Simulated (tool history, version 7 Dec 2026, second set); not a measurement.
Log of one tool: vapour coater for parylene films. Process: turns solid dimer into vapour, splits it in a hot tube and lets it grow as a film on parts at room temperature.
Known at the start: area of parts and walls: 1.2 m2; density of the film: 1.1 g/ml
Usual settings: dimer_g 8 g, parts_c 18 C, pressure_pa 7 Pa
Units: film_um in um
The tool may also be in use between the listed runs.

run	hour	dimer_g	parts_c	pressure_pa	film_um
1	0	8	18	7	3.93
2	52.1	8	18	7	3.8
3	91.5	8	18	7	3.82
# hour 131.8: table's thermometer calibrated
4	136.5	8	18	7	3.61
5	198.7	3	18	7	1.33
# hour 246.2: trap's valve overhauled
6	259.3	8	18	7	4.05
7	303.4	8	18	7	3.98
8	342.4	8	24	7	2.99
9	399.3	8	27	7	2.59
10	444.3	8	27	7	2.54
# hour 468.1: table's thermometer calibrated, once more
11	508.4	8	18	7	4.02
12	548.1	8	18	7	3.94
13	582	8	18	7	3.96
14	641.1	8	18	7	3.87
15	691.1	8	18	7	3.73
# hour 700.3: trap's valve overhauled
16	752.7	8	18	7	4.25
17	810	8	18	7	4.17
18	872.7	8	18	7	4.07
19	909.2	8	18	7	4.06
20	939.5	8	18	7	4.04
21	967.9	8	18	2.41	4.85
22	995.7	8	18	2.37	4.94
23	1058	8	18	2.37	4.71
24	1095.3	8	18	5.44	3.95
# hour 1150.7: trap's valve overhauled
25	1157.5	8	18	11.1	3.88
26	1202.7	12	22	10.44	4.8
27	1229.4	7	18	4.75	3.93
28	1275.6	12	19	10.69	5.34
29	1318.9	12	19	10.69	5.38
30	1360.4	9	18	7	4.45
31	1391.6	9	22	7	3.71
32	1421.2	6	28	8.47	1.75
33	1448.8	3	29	8.9	0.82
34	1488.7	7	21	8.9	2.78
35	1529.4	3	18	2.15	1.76
36	1583.4	8	18	2.34	4.48
# hour 1602.1: trap's valve overhauled
37	1647.2	12	30	7	3.54
38	1675	8	11	9.6	5.25
39	1709.6	8	11	9.6	5.21
40	1761.1	8	14	4.12	5.26
41	1815.1	4	18	7	1.92
# hour 1836.6: table's thermometer calibrated
42	1873.6	8	18	2.86	4.81
43	1921.5	13	19	6.98	6.09
44	1968.5	13	19	6.98	6.02
45	2007.9	13	19	5.43	6.24
46	2035.9	13	19	5.43	6.19
# hour 2055.2: trap's valve overhauled
47	2098.8	12	18	7	6.42

Measured less the same run without the tool's hidden state. The same run-to-run variation is in both; the gauge's scatter may not be:
The hidden state here: vapour lost through the trap's worn valve, %; true temperature of the parts over the reading, C; drift of the gauge itself on film_um, %.
run	film_um
1	-0.5
2	-0.56
3	-0.64
4	-0.82
5	-0.34
6	-0.41
7	-0.48
8	-0.41
9	-0.4
10	-0.45
11	-0.39
12	-0.44
13	-0.51
14	-0.6
15	-0.67
16	-0.14
17	-0.23
18	-0.33
19	-0.39
20	-0.44
21	-0.59
22	-0.65
23	-0.76
24	-0.72
25	-0.14
26	-0.24
27	-0.25
28	-0.43
29	-0.53
30	-0.51
31	-0.48
32	-0.25
33	-0.13
34	-0.47
35	-0.34
36	-0.97
37	-0.24
38	-0.42
39	-0.49
40	-0.6
41	-0.26
42	-0.47
43	-0.74
44	-0.85
45	-0.99
46	-1.07
47	-0.16
